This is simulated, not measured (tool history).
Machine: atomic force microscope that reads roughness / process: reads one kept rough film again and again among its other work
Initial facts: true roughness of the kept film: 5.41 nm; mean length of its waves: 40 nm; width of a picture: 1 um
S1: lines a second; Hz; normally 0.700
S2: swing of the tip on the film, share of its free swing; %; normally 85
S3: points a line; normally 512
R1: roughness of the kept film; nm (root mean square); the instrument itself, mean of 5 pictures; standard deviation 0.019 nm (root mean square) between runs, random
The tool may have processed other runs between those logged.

run,hour,S1,S2,S3,R1
1,0.0,0.700,85,512,4.563
2,37.4,0.700,85,512,4.142
3,55.8,0.700,85,512,3.990
4,95.3,0.700,85,512,3.703
5,118.3,0.700,85,512,3.539
# hour 154.3: new tip fitted
6,155.2,0.700,85,711,4.564
7,196.7,3.807,85,711,3.663
# hour 199.7: height scale calibrated on a step standard
8,228.8,3.807,75,711,3.625
9,257.1,3.807,75,711,3.449
10,279.3,3.793,85,512,3.105
# hour 309.7: new tip fitted
11,321.5,3.793,57,512,4.380
# hour 331.3: height scale calibrated on a step standard, once more
12,350.0,3.793,57,512,4.192
13,390.6,3.793,69,357,3.680
14,425.5,2.247,64,291,3.583
15,461.6,2.247,64,291,3.350
# hour 464.7: new tip fitted
16,481.3,2.247,64,291,4.371
17,509.7,1.087,89,872,3.999
18,546.1,1.087,89,973,3.717
19,583.8,2.472,60,282,3.558

Forecast each of these 4 alternatives for the next run:
# hour 618.0: new tip fitted
A,623.2,2.472,58,282,?
# hour 618.0: new tip fitted
B,623.2,2.472,81,402,?
# hour 618.0: new tip fitted
C,623.2,0.582,81,993,?
# hour 618.0: new tip fitted
D,623.2,0.700,62,512,?

run,R1
A,4.566
B,4.287
C,4.602
D,4.657
With the hidden condition removed and each run's random variation left untouched, the same runs would have given:
run,R1
A,4.619
B,4.337
C,4.656
D,4.711

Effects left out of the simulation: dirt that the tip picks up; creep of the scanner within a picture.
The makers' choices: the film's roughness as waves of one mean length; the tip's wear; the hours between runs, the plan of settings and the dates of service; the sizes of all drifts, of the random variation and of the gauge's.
